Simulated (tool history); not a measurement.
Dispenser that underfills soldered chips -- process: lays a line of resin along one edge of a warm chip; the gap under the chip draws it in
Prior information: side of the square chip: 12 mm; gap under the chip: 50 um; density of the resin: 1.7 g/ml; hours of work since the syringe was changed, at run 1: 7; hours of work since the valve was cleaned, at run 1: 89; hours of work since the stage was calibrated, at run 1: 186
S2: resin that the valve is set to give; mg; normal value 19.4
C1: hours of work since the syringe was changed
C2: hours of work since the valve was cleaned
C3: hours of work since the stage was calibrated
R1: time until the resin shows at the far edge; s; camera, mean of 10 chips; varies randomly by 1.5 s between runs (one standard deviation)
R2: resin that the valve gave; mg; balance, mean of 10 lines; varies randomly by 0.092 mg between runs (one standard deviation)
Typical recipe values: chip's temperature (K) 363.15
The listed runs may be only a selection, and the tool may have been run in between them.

Run 1, day 0: usual settings; C1 7; C2 89; C3 186. Result: R1 194.3 s, R2 18.78 mg.
At day 0.038: new syringe of resin.
Run 2, day 0.454: usual settings but S2 22.9 mg; C1 7; C2 96; C3 194. Result: R1 196.5 s, R2 22.04 mg.
At day 0.504: new syringe of resin.
Run 3, day 0.8: usual settings but S2 22.9 mg; C1 5; C2 102; C3 199. Result: R1 179.5 s, R2 21.99 mg.
At day 0.979: new syringe of resin.
Run 4, day 1.096: usual settings; C1 2; C2 107; C3 204. Result: R1 156.5 s, R2 18.67 mg.
Run 5, day 1.375: usual settings; C1 7; C2 111; C3 209. Result: R1 194 s, R2 18.7 mg.
At day 1.438: new syringe of resin.
Run 6, day 1.567: usual settings; C1 2; C2 115; C3 212. Result: R1 160.4 s, R2 18.44 mg.
At day 1.892: new syringe of resin.
Run 7, day 1.925: usual settings; C1 1; C2 120; C3 218. Result: R1 149.6 s, R2 18.34 mg.
At day 2.35: new syringe of resin.
Run 8, day 2.379: usual settings; C1 0; C2 128; C3 225. Result: R1 147.9 s, R2 18.65 mg.
At day 2.592: dispensing valve cleaned and set on the balance.
Run 9, day 2.617: usual settings but chip's temperature (K) 354.15; C1 4; C2 0; C3 228. Result: R1 255.9 s, R2 19.56 mg.
Run 10, day 2.804: usual settings but chip's temperature (K) 354.15; C1 7; C2 4; C3 232. Result: R1 297.2 s, R2 19.5 mg.
At day 2.854: new syringe of resin.
Run 11, day 3.192: usual settings but chip's temperature (K) 354.15; C1 6; C2 10; C3 238. Result: R1 280.8 s, R2 19.52 mg.
At day 3.317: new syringe of resin.
Run 12, day 3.467: usual settings but chip's temperature (K) 354.15; C1 3; C2 14; C3 242. Result: R1 245.5 s, R2 19.26 mg.
At day 3.767: new syringe of resin.
Run 13, day 3.908: usual settings but S2 23.6 mg; C1 2; C2 22; C3 250. Result: R1 154.6 s, R2 23.34 mg.
At day 4.217: new syringe of resin.
Run 14, day 4.217: usual settings but S2 24.1 mg; C1 0; C2 27; C3 255. Result: R1 138.1 s, R2 23.65 mg.
Run 15, day 4.592: usual settings; C1 6; C2 33; C3 261. Result: R1 190.3 s, R2 19.13 mg.
At day 4.662: new syringe of resin.
Run 16, day 5.033: usual settings; C1 6; C2 40; C3 268. Result: R1 186.2 s, R2 19.07 mg.
At day 5.112: new syringe of resin.
Run 17, day 5.233: usual settings but S2 21.3 mg; C1 2; C2 43; C3 271. Result: R1 157.2 s, R2 20.73 mg.
At day 5.558: new syringe of resin.
Run 18, day 5.625: usual settings but S2 21.3 mg; C1 1; C2 50; C3 278. Result: R1 148.6 s, R2 21.02 mg.
Run 19, day 5.867: usual settings but chip's temperature (K) 367.15, S2 17.9 mg; C1 5; C2 54; C3 282. Result: R1 151.5 s, R2 17.52 mg.
At day 6.017: new syringe of resin.
Run 20, day 6.271: usual settings but chip's temperature (K) 367.15, S2 18.3 mg; C1 4; C2 61; C3 289. Result: R1 142.7 s, R2 17.92 mg.
At day 6.488: new syringe of resin.
Run 21, day 6.642: usual settings but chip's temperature (K) 367.15, S2 18.3 mg; C1 3; C2 67; C3 295. Result: R1 138.2 s, R2 17.81 mg.
Run 22, day 6.904: usual settings but chip's temperature (K) 370.15, S2 20.3 mg; C1 7; C2 71; C3 299. Result: R1 144.4 s, R2 19.78 mg.
At day 6.958: new syringe of resin.
Run 23, day 7.188: usual settings but chip's temperature (K) 370.15, S2 20.3 mg; C1 4; C2 76; C3 304. Result: R1 124.7 s, R2 19.75 mg.
At day 7.425: new syringe of resin.
Run 24, day 7.425: usual settings but chip's temperature (K) 349.15, S2 19 mg; C1 0; C2 79; C3 307. Result: R1 276.9 s, R2 18.25 mg.
Run 25, day 7.825: usual settings but chip's temperature (K) 349.15, S2 17.2 mg; C1 7; C2 86; C3 314. Result: R1 375.7 s, R2 16.56 mg.
At day 7.892: new syringe of resin.
Run 26, day 8.254: usual settings but chip's temperature (K) 376.15; C1 6; C2 93; C3 321. Result: R1 103.3 s, R2 18.52 mg.
At day 8.342: new syringe of resin.
Run 27, day 8.567: usual settings but chip's temperature (K) 349.15; C1 4; C2 98; C3 326. Result: R1 322.6 s, R2 18.48 mg.
At day 8.804: new syringe of resin.
Run 28, day 8.896: usual settings but chip's temperature (K) 349.15; C1 2; C2 104; C3 332. Result: R1 294.7 s, R2 18.42 mg.
Run 29, day 9.092: usual settings but chip's temperature (K) 374.15, S2 17.6 mg; C1 5; C2 107; C3 335. Result: R1 110.7 s, R2 16.81 mg.
At day 9.271: new syringe of resin.
Run 30, day 9.404: usual settings but chip's temperature (K) 374.15, S2 17.6 mg; C1 2; C2 112; C3 340. Result: R1 99.6 s, R2 16.77 mg.
At day 9.742: new syringe of resin.
Run 31, day 9.796: usual settings but chip's temperature (K) 371.15, S2 23.1 mg; C1 1; C2 119; C3 347. Result: R1 99.3 s, R2 22 mg.
At day 10.188: new syringe of resin.
Run 32, day 10.2: usual settings but S2 16.7 mg; C1 0; C2 125; C3 353. Result: R1 145.6 s, R2 15.68 mg.
Run 33, day 10.438: usual settings but S2 16.7 mg; C1 4; C2 129; C3 357. Result: R1 175.9 s, R2 15.82 mg.
At day 10.583: dispensing valve cleaned and set on the balance.
At day 10.696: new syringe of resin.
Run 34, day 10.746: usual settings but S2 16.7 mg; C1 1; C2 3; C3 362. Result: R1 150.4 s, R2 16.7 mg.
Run 35, day 10.962: usual settings but S2 16.7 mg; C1 5; C2 6; C3 365. Result: R1 174.4 s, R2 16.69 mg.
At day 11.162: new syringe of resin.
Run 36, day 11.254: usual settings but chip's temperature (K) 373.15, S2 21.3 mg; C1 2; C2 11; C3 370. Result: R1 93.7 s, R2 21.14 mg.

Below are 3 alternative next runs, each starting from the tool's condition after run 36. Predict each:
At day 11.638: new syringe of resin.
Run A, day 11.646: usual settings but chip's temperature (K) 370.15, S2 17.6 mg; C1 0; C2 17; C3 376. Result: R1 ?, R2 ?.
At day 11.638: new syringe of resin.
Run B, day 11.646: usual settings but chip's temperature (K) 369.15; C1 0; C2 17; C3 376. Result: R1 ?, R2 ?.
At day 11.638: new syringe of resin.
Run C, day 11.646: usual settings but chip's temperature (K) 352.15, S2 22.2 mg; C1 0; C2 17; C3 376. Result: R1 ?, R2 ?.

run     R1     R2
  A  103.6  17.54
  B  107.8   19.3
  C  234.3  22.25
With no hidden state in the tool, these same runs would have given:
run     R1     R2
  A  110.6  17.66
  B  115.2  19.44
  C  252.1  22.41
